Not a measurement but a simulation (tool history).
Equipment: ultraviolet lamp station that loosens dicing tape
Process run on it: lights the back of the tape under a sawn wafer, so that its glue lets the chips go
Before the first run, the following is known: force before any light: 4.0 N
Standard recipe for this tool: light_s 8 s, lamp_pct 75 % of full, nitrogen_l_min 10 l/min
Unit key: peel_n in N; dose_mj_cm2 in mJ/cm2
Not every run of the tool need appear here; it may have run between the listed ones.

Run 1, day 0.000: usual settings. Result: peel_n 0.376 N, dose_mj_cm2 266 mJ/cm2.
Run 2, day 1.175: usual settings but lamp_pct 80 % of full. Result: peel_n 0.314 N, dose_mj_cm2 280 mJ/cm2.
Run 3, day 2.150: usual settings but lamp_pct 80 % of full. Result: peel_n 0.315 N, dose_mj_cm2 277 mJ/cm2.
Run 4, day 3.050: usual settings. Result: peel_n 0.371 N, dose_mj_cm2 266 mJ/cm2.
Run 5, day 3.538: usual settings but nitrogen_l_min 5 l/min. Result: peel_n 0.591 N, dose_mj_cm2 259 mJ/cm2.
Run 6, day 4.025: usual settings but lamp_pct 76 % of full. Result: peel_n 0.359 N, dose_mj_cm2 266 mJ/cm2.
Run 7, day 4.850: usual settings but lamp_pct 86 % of full. Result: peel_n 0.294 N, dose_mj_cm2 302 mJ/cm2.
Run 8, day 5.467: usual settings but lamp_pct 86 % of full. Result: peel_n 0.283 N, dose_mj_cm2 297 mJ/cm2.
Run 9, day 6.575: usual settings. Result: peel_n 0.398 N, dose_mj_cm2 257 mJ/cm2.
Run 10, day 7.496: usual settings. Result: peel_n 0.392 N, dose_mj_cm2 255 mJ/cm2.
Run 11, day 8.325: usual settings. Result: peel_n 0.393 N, dose_mj_cm2 257 mJ/cm2.
Run 12, day 8.804: usual settings. Result: peel_n 0.388 N, dose_mj_cm2 256 mJ/cm2.
Run 13, day 9.629: usual settings. Result: peel_n 0.405 N, dose_mj_cm2 258 mJ/cm2.
Run 14, day 10.779: usual settings but lamp_pct 100 % of full. Result: peel_n 0.220 N, dose_mj_cm2 341 mJ/cm2.
Run 15, day 11.921: usual settings but lamp_pct 73 % of full. Result: peel_n 0.422 N, dose_mj_cm2 250 mJ/cm2.
Run 16, day 12.842: usual settings but lamp_pct 73 % of full. Result: peel_n 0.445 N, dose_mj_cm2 244 mJ/cm2.
Run 17, day 13.958: usual settings but nitrogen_l_min 18 l/min. Result: peel_n 0.305 N, dose_mj_cm2 250 mJ/cm2.
Run 18, day 14.588: usual settings but nitrogen_l_min 18 l/min. Result: peel_n 0.297 N, dose_mj_cm2 249 mJ/cm2.
Run 19, day 15.388: usual settings but nitrogen_l_min 6 l/min. Result: peel_n 0.585 N, dose_mj_cm2 248 mJ/cm2.
Run 20, day 16.267: usual settings but lamp_pct 71 % of full. Result: peel_n 0.465 N, dose_mj_cm2 236 mJ/cm2.
Run 21, day 17.396: usual settings but lamp_pct 71 % of full. Result: peel_n 0.477 N, dose_mj_cm2 238 mJ/cm2.
Run 22, day 18.162: usual settings but lamp_pct 71 % of full. Result: peel_n 0.476 N, dose_mj_cm2 231 mJ/cm2.
Run 23, day 19.338: usual settings but light_s 11 s, lamp_pct 67 % of full. Result: peel_n 0.301 N, dose_mj_cm2 303 mJ/cm2.
Run 24, day 19.875: usual settings but light_s 5 s, lamp_pct 91 % of full, nitrogen_l_min 5 l/min. Result: peel_n 1.009 N, dose_mj_cm2 185 mJ/cm2.
Run 25, day 20.392: usual settings but light_s 4 s, nitrogen_l_min 4 l/min. Result: peel_n 1.688 N, dose_mj_cm2 122 mJ/cm2.
Run 26, day 21.175: usual settings but light_s 4 s, nitrogen_l_min 4 l/min. Result: peel_n 1.668 N, dose_mj_cm2 121 mJ/cm2.
Run 27, day 22.088: usual settings but light_s 4 s, nitrogen_l_min 4 l/min. Result: peel_n 1.792 N, dose_mj_cm2 116 mJ/cm2.
Run 28, day 22.917: usual settings but lamp_pct 92 % of full. Result: peel_n 0.317 N, dose_mj_cm2 284 mJ/cm2.
Run 29, day 23.838: usual settings but lamp_pct 92 % of full. Result: peel_n 0.324 N, dose_mj_cm2 287 mJ/cm2.
Run 30, day 24.996: usual settings but lamp_pct 92 % of full. Result: peel_n 0.253 N, dose_mj_cm2 327 mJ/cm2.
Run 31, day 25.771: usual settings but lamp_pct 92 % of full. Result: peel_n 0.249 N, dose_mj_cm2 319 mJ/cm2.
Run 32, day 26.508: usual settings but lamp_pct 91 % of full, nitrogen_l_min 9 l/min. Result: peel_n 0.273 N, dose_mj_cm2 319 mJ/cm2.
Run 33, day 27.312: usual settings but nitrogen_l_min 6 l/min. Result: peel_n 0.537 N, dose_mj_cm2 266 mJ/cm2.
Run 34, day 28.158: usual settings but nitrogen_l_min 6 l/min. Result: peel_n 0.528 N, dose_mj_cm2 261 mJ/cm2.
Run 35, day 29.175: usual settings but nitrogen_l_min 5 l/min. Result: peel_n 0.605 N, dose_mj_cm2 261 mJ/cm2.
Run 36, day 30.088: usual settings but lamp_pct 85 % of full, nitrogen_l_min 8 l/min. Result: peel_n 0.341 N, dose_mj_cm2 294 mJ/cm2.
Run 37, day 31.104: usual settings but light_s 14 s, lamp_pct 87 % of full, nitrogen_l_min 7 l/min. Result: peel_n 0.131 N, dose_mj_cm2 523 mJ/cm2.
Run 38, day 31.971: usual settings but lamp_pct 89 % of full, nitrogen_l_min 16 l/min. Result: peel_n 0.212 N, dose_mj_cm2 305 mJ/cm2.
Run 39, day 32.608: usual settings but light_s 5 s, lamp_pct 69 % of full. Result: peel_n 0.970 N, dose_mj_cm2 149 mJ/cm2.
Run 40, day 33.354: usual settings but light_s 5 s, lamp_pct 69 % of full. Result: peel_n 0.983 N, dose_mj_cm2 144 mJ/cm2.
Run 41, day 34.079: usual settings but light_s 6 s, nitrogen_l_min 3 l/min. Result: peel_n 1.143 N, dose_mj_cm2 194 mJ/cm2.
Run 42, day 34.800: usual settings but light_s 7 s, lamp_pct 87 % of full. Result: peel_n 0.396 N, dose_mj_cm2 258 mJ/cm2.

Removed from this log: 2 entries logged between the listed runs. Between which two listed runs does each belong, and how does the tool's hidden state at the listed run before it compare with that at the listed run after it?
Run 26 -> run 27: window cleaned of glue's vapour (day 21.262)
  lamp's light, % of a new lamp's: 85.9 -> 85.7; light that the window lets through, % of a clean one's: 90.8 -> 87.4
  measured value less the no-hidden-state value, peel_n: +0.353 -> +0.425 N; dose_mj_cm2: -34 -> -39 mJ/cm2
Run 29 -> run 30: window cleaned of glue's vapour, once more (day 24.817)
  lamp's light, % of a new lamp's: 85.3 -> 85.1; light that the window lets through, % of a clean one's: 87.1 -> 99.9
  measured value less the no-hidden-state value, peel_n: +0.143 -> +0.067 N; dose_mj_cm2: -99 -> -58 mJ/cm2
